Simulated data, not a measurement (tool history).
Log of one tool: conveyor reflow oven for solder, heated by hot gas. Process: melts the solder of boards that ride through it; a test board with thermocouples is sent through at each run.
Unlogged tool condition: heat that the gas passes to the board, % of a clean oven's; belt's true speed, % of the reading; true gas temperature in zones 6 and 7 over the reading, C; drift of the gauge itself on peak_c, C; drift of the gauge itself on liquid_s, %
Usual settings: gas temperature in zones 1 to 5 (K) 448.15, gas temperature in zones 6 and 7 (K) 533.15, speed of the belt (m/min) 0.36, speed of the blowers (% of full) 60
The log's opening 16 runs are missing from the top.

run	hour	gas temperature in zones 1 to 5 (K)	gas temperature in zones 6 and 7 (K)	speed of the belt (m/min)	speed of the blowers (% of full)	hours of work since the flux was cleaned out	hours of work since the belt drive was overhauled	hours of work since the thermocouples were changed	highest temperature of the board (K)	time above the solder's melting point (s)
17	235.4	461.15	540.15	0.372	72	14	458	177	525.65	81.6
18	244	450.15	541.15	0.379	72	20	464	183	524.85	72.7
19	260.2	450.15	541.15	0.379	72	31	475	194	523.85	71.4
20	269.1	450.15	541.15	0.379	72	37	481	200	524.55	70.3
21	280.6	433.15	541.15	0.379	67	45	489	208	519.45	59.2
22	290	458.15	521.15	0.36	60	51	495	214	507.55	58.3
23	304.1	433.15	536.15	0.36	64	61	505	224	516.65	59
24	314.9	433.15	536.15	0.36	64	68	512	231	515.65	60.4
25	328.4	453.15	533.15	0.36	60	77	521	240	516.25	67.4
26	341.5	453.15	533.15	0.36	60	86	530	249	516.45	67.2
27	353.2	453.15	537.15	0.372	60	94	538	257	519.05	67.5
28	363.2	448.15	533.15	0.426	53	101	545	264	507.95	40.6
29	375.8	441.15	526.15	0.348	59	109	553	272	509.35	52.8
30	384.3	441.15	526.15	0.348	89	115	559	278	513.45	63.9

Alternative continuations, all from the tool just after run 30; predict every row:
A	399.7	450.15	523.15	0.348	62	126	569	289	?	?
B	399.7	448.15	528.15	0.391	69	126	569	289	?	?
C	399.7	448.15	533.15	0.343	85	126	569	289	?	?

run	highest temperature of the board (K)	time above the solder's melting point (s)
A	508.45	57.9
B	509.85	51.7
C	520.85	74.9
Stripped of hidden state, with their random variation kept, the same runs would have yielded:
run	highest temperature of the board (K)	time above the solder's melting point (s)
A	509.85	60.3
B	511.45	54
C	522.45	76.4
